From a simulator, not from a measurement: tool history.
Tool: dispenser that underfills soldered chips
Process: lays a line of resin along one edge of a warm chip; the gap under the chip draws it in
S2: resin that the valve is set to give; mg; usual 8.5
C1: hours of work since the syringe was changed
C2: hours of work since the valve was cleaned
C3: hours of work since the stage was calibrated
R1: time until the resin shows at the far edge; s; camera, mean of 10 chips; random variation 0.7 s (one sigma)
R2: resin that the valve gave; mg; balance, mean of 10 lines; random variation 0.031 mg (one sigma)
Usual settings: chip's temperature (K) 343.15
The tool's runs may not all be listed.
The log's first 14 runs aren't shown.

{"hour": 134.4, "done": "new syringe of resin"}
{"run": 15, "hour": 143.6, "chip's temperature (K)": 343.15, "S2": 8.5, "C1": 6, "C2": 46, "C3": 97, "R1": 77.1, "R2": 8.32}
{"hour": 150.3, "done": "new syringe of resin"}
{"run": 16, "hour": 157.3, "chip's temperature (K)": 343.15, "S2": 8.5, "C1": 5, "C2": 55, "C3": 106, "R1": 73.3, "R2": 8.27}
{"hour": 165.8, "done": "new syringe of resin"}
{"hour": 172.5, "done": "dispensing valve cleaned and set on the balance"}
{"run": 17, "hour": 172.9, "chip's temperature (K)": 343.15, "S2": 8.5, "C1": 4, "C2": 0, "C3": 116, "R1": 72.3, "R2": 8.55}
{"run": 18, "hour": 180.7, "chip's temperature (K)": 343.15, "S2": 9.48, "C1": 9, "C2": 6, "C3": 121, "R1": 84.9, "R2": 9.59}
{"hour": 182.0, "done": "new syringe of resin"}
{"run": 19, "hour": 187.3, "chip's temperature (K)": 343.15, "S2": 9.48, "C1": 4, "C2": 10, "C3": 125, "R1": 72, "R2": 9.47}
{"run": 20, "hour": 195.6, "chip's temperature (K)": 343.15, "S2": 9.48, "C1": 9, "C2": 16, "C3": 131, "R1": 86.3, "R2": 9.43}
{"hour": 197.7, "done": "new syringe of resin"}
{"run": 21, "hour": 208.6, "chip's temperature (K)": 329.15, "S2": 7.31, "C1": 7, "C2": 24, "C3": 140, "R1": 129.4, "R2": 7.3}
{"hour": 212.7, "done": "new syringe of resin"}
{"run": 22, "hour": 215.1, "chip's temperature (K)": 352.15, "S2": 8.73, "C1": 2, "C2": 28, "C3": 144, "R1": 51.2, "R2": 8.71}
{"run": 23, "hour": 226.1, "chip's temperature (K)": 332.15, "S2": 10.1, "C1": 9, "C2": 36, "C3": 152, "R1": 120.1, "R2": 9.99}
{"hour": 227.9, "done": "new syringe of resin"}
{"run": 24, "hour": 238.4, "chip's temperature (K)": 348.15, "S2": 8.5, "C1": 7, "C2": 44, "C3": 160, "R1": 69, "R2": 8.32}
{"hour": 242.9, "done": "new syringe of resin"}
{"run": 25, "hour": 248.0, "chip's temperature (K)": 348.15, "S2": 8.5, "C1": 3, "C2": 50, "C3": 166, "R1": 61.3, "R2": 8.33}
{"hour": 258.0, "done": "new syringe of resin"}
{"run": 26, "hour": 259.7, "chip's temperature (K)": 348.15, "S2": 8.5, "C1": 1, "C2": 58, "C3": 174, "R1": 56.7, "R2": 8.34}
{"hour": 269.3, "done": "dispensing valve cleaned and set on the balance"}
{"run": 27, "hour": 270.2, "chip's temperature (K)": 343.15, "S2": 10.82, "C1": 8, "C2": 1, "C3": 180, "R1": 79.5, "R2": 10.76}
{"hour": 274.7, "done": "new syringe of resin"}
{"run": 28, "hour": 277.5, "chip's temperature (K)": 339.15, "S2": 10.59, "C1": 2, "C2": 5, "C3": 185, "R1": 76.5, "R2": 10.51}

Forecast run 29:
{"run": 29, "hour": 286.8, "chip's temperature (K)": 329.15, "S2": 7.35, "C1": 8, "C2": 12, "C3": 191, "R1": "?", "R2": "?"}

Run 29 gave R1 134.4 s, R2 7.32 mg.
Without the tool's hidden state the same run would have given R1 101.7 s, R2 7.37 mg.
